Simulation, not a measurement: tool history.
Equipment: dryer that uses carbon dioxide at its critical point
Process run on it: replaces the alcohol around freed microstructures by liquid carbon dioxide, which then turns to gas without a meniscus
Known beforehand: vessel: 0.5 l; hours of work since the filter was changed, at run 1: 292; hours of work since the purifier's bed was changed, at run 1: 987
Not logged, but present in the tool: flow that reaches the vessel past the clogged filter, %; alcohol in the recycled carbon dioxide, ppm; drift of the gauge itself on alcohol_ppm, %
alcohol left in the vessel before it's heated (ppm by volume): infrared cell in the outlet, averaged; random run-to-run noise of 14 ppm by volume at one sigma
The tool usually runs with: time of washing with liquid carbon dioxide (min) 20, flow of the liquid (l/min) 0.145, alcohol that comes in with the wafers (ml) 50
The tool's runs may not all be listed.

| run | hour | time of washing with liquid carbon dioxide (min) | flow of the liquid (l/min) | alcohol that comes in with the wafers (ml) | hours of work since the filter was changed | hours of work since the purifier's bed was changed | alcohol left in the vessel before it's heated (ppm by volume) |
|---|---|---|---|---|---|---|---|
| 1 | 0 | 20 | 0.145 | 50 | 292 | 987 | 1494 |
| 2 | 26.7 | 20 | 0.145 | 44 | 308 | 1003 | 1315 |
| 3 | 46.5 | 20 | 0.145 | 44 | 320 | 1015 | 1339 |
| 4 | 69.1 | 20 | 0.145 | 95 | 333 | 1028 | 2817 |
| 5 | 111 | 20 | 0.145 | 50 | 358 | 1053 | 1624 |
| 6 | 153.1 | 20 | 0.145 | 23 | 383 | 1078 | 842 |
| 7 | 174.4 | 20 | 0.145 | 23 | 395 | 1090 | 856 |
| 8 | 210.8 | 20 | 0.145 | 23 | 416 | 1112 | 892 |
| 9 | 248.5 | 20 | 0.145 | 23 | 439 | 1134 | 932 |
| 10 | 284.7 | 20 | 0.145 | 23 | 460 | 1155 | 938 |
| 11 | 316.8 | 20 | 0.145 | 23 | 479 | 1174 | 970 |
| 12 | 359.7 | 20 | 0.145 | 23 | 504 | 1199 | 1005 |
| 13 | 390.5 | 20 | 0.145 | 23 | 522 | 1218 | 1033 |
|  | 411.5 | inlet filter changed |
| 14 | 420.3 | 20 | 0.145 | 23 | 5 | 1235 | 585 |
| 15 | 455.7 | 25 | 0.145 | 50 | 26 | 1255 | 452 |
| 16 | 488.9 | 25 | 0.145 | 50 | 46 | 1275 | 448 |
| 17 | 510.3 | 25 | 0.145 | 50 | 58 | 1288 | 464 |
| 18 | 541.8 | 25 | 0.145 | 50 | 77 | 1306 | 487 |
| 19 | 567.9 | 25 | 0.145 | 50 | 92 | 1321 | 499 |
| 20 | 604.3 | 25 | 0.145 | 50 | 114 | 1343 | 523 |
| 21 | 635.7 | 25 | 0.145 | 50 | 132 | 1361 | 528 |
| 22 | 656.3 | 25 | 0.145 | 40 | 144 | 1374 | 470 |
| 23 | 689.2 | 25 | 0.149 | 40 | 164 | 1393 | 449 |
| 24 | 708.1 | 22 | 0.118 | 25 | 175 | 1404 | 1070 |
| 25 | 737 | 22 | 0.118 | 25 | 192 | 1421 | 1116 |
| 26 | 780.9 | 31 | 0.101 | 22 | 218 | 1447 | 567 |
| 27 | 801.9 | 31 | 0.101 | 22 | 230 | 1459 | 562 |
| 28 | 835.3 | 31 | 0.101 | 22 | 250 | 1479 | 587 |
|  | 858.3 | purifier's bed changed |
| 29 | 879.9 | 27 | 0.182 | 30 | 274 | 13 | 46 |
| 30 | 904.4 | 27 | 0.182 | 30 | 289 | 27 | 50 |
| 31 | 944.4 | 15 | 0.242 | 56 | 312 | 51 | 612 |
| 32 | 987.1 | 13 | 0.234 | 50 | 337 | 76 | 1272 |
| 33 | 1014.2 | 17 | 0.145 | 64 | 353 | 92 | 3655 |
| 34 | 1051.9 | 20 | 0.091 | 34 | 376 | 114 | 4830 |
| 35 | 1088.2 | 25 | 0.095 | 20 | 397 | 135 | 1366 |
| 36 | 1116.2 | 25 | 0.128 | 20 | 413 | 152 | 462 |
| 37 | 1161 | 25 | 0.128 | 53 | 440 | 178 | 1218 |
| 38 | 1187.7 | 25 | 0.128 | 53 | 456 | 194 | 1231 |
| 39 | 1219.8 | 25 | 0.128 | 53 | 474 | 213 | 1285 |
| 40 | 1242 | 16 | 0.145 | 44 | 488 | 226 | 3632 |
| 41 | 1262 | 16 | 0.121 | 48 | 499 | 238 | 6926 |
| 42 | 1293 | 18 | 0.121 | 110 | 518 | 256 | 11045 |
|  | 1322.1 | inlet filter changed |
| 43 | 1327.3 | 20 | 0.143 | 50 | 3 | 276 | 1008 |
| 44 | 1353.5 | 14 | 0.143 | 45 | 18 | 291 | 3511 |
| 45 | 1373.5 | 14 | 0.167 | 45 | 30 | 303 | 2106 |
| 46 | 1398.1 | 13 | 0.145 | 50 | 45 | 317 | 4847 |

Consider 5 possible next runs. They are alternatives, not a sequence: every one starts from the tool as it was left by run 46. What does each give?
| A | 1416.5 | 16 | 0.199 | 72 | 56 | 328 | ? |
| B | 1416.5 | 22 | 0.089 | 38 | 56 | 328 | ? |
| C | 1416.5 | 20 | 0.143 | 50 | 56 | 328 | ? |
| D | 1416.5 | 31 | 0.145 | 50 | 56 | 328 | ? |
| E | 1416.5 | 13 | 0.145 | 105 | 56 | 328 | ? |

| run | alcohol left in the vessel before it's heated (ppm by volume) |
|---|---|
| A | 934 |
| B | 3243 |
| C | 1082 |
| D | 119 |
| E | 10157 |
Take away the tool's hidden state, keep each run's random variation, and the runs would have read:
| run | alcohol left in the vessel before it's heated (ppm by volume) |
|---|---|
| A | 786 |
| B | 2953 |
| C | 926 |
| D | 62 |
| E | 9372 |
